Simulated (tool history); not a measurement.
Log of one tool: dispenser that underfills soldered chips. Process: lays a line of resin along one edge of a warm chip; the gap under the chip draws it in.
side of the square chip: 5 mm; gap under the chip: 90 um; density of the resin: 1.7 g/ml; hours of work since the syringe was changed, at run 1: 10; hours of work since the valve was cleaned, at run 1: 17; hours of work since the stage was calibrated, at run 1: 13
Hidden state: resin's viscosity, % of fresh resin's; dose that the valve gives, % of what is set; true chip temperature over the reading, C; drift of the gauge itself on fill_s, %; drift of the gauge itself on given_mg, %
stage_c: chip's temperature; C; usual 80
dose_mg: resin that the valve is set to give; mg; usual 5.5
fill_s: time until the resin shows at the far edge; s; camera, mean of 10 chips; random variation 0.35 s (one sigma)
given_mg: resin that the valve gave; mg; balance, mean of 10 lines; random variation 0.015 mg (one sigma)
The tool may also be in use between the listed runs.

run	hour	stage_c	dose_mg	hours of work since the syringe was changed	hours of work since the valve was cleaned	hours of work since the stage was calibrated	fill_s	given_mg
1	0	80	5.5	10	17	13	26.1	5.42
# hour 4.7: new syringe of resin
2	7.5	80	5.5	2	21	17	19	5.4
3	12.3	67	5.5	5	24	20	38.2	5.34
4	18.3	67	4.93	8	27	23	45.1	4.8
# hour 25.5: new syringe of resin
5	26.5	80	5.43	1	32	28	18.6	5.26
6	30.5	80	5.5	3	35	31	19.9	5.31
7	34.5	71	5.5	5	37	33	33.3	5.33
8	40.5	71	5.5	9	41	37	37.6	5.29
# hour 46.2: new syringe of resin
9	49.4	71	5.5	2	46	42	29.1	5.26
10	56.9	71	5.5	6	50	46	34.5	5.22
11	63.5	80	7.19	10	54	50	25.8	6.82
# hour 66.4: new syringe of resin
12	70.4	80	5.5	2	58	54	19.6	5.18
13	74.2	80	5.5	5	61	57	20.5	5.18
# hour 76.8: dispensing valve cleaned and set on the balance
14	79.2	80	4.92	7	1	59	22.9	4.92
15	83.4	80	7.03	10	4	62	24	7
# hour 87.5: new syringe of resin
16	91.8	91	7.03	3	9	67	12.7	6.95
17	95.6	91	7.03	5	11	69	13.2	6.95
18	100.7	91	7.03	8	14	72	15	6.92
# hour 108.2: new syringe of resin
19	108.2	91	7.03	0	19	76	10.4	6.93
20	116.4	67	5.53	5	24	81	37	5.39
21	120.9	78	6.69	8	26	84	24.7	6.51
# hour 128.4: new syringe of resin
22	129.5	83	5.44	1	31	89	15.8	5.26
23	136.5	76	6.38	5	36	93	24.3	6.15
24	143.4	91	5.35	9	40	97	16.3	5.15
# hour 148.7: new syringe of resin
25	151	91	5.35	1	44	102	11.2	5.12
26	158.1	68	5.55	6	48	106	35.7	5.3
27	164.2	73	5.99	9	52	110	32.5	5.67
# hour 169: new syringe of resin
28	172.1	72	5.99	2	57	114	26.3	5.65
29	180	72	5.99	7	61	119	32	5.61
# hour 181.8: dispensing valve cleaned and set on the balance
30	187.6	85	5.51	11	3	123	20.8	5.49
# hour 190.4: new syringe of resin
31	194.9	76	6.47	3	8	127	22.8	6.4
32	201.5	80	4.88	7	12	131	22.8	4.8
33	205.2	68	6.49	9	14	134	40.4	6.39
# hour 211.2: new syringe of resin
34	212.6	79	4.98	1	18	138	19.3	4.9
35	219.7	80	5.62	5	23	142	21	5.49
36	227.2	84	7.07	10	27	147	20.1	6.89

Some steps in fill_s between neighbouring runs. How much of each would the tool show without its hidden state too (settings, what came in, random variation), and how much is left for the hidden state, with any gauge scatter that isn't in both results?
Run 4 -> 5: stage_c 67 -> 80, dose_mg 4.93 -> 5.43, new syringe of resin. fill_s -26.5 s: hidden state -11.8, all else -14.7.
Run 8 -> 9: new syringe of resin. fill_s -8.5 s: hidden state -8.5, all else +0.
Run 19 -> 20: stage_c 91 -> 67, dose_mg 7.03 -> 5.53. fill_s +26.6 s: hidden state +5.6, all else +21.
Run 25 -> 26: stage_c 91 -> 68, dose_mg 5.35 -> 5.55. fill_s +24.5 s: hidden state +5.5, all else +19.
Run 33 -> 34: stage_c 68 -> 79, dose_mg 6.49 -> 4.98, new syringe of resin. fill_s -21.1 s: hidden state -11, all else -10.1.

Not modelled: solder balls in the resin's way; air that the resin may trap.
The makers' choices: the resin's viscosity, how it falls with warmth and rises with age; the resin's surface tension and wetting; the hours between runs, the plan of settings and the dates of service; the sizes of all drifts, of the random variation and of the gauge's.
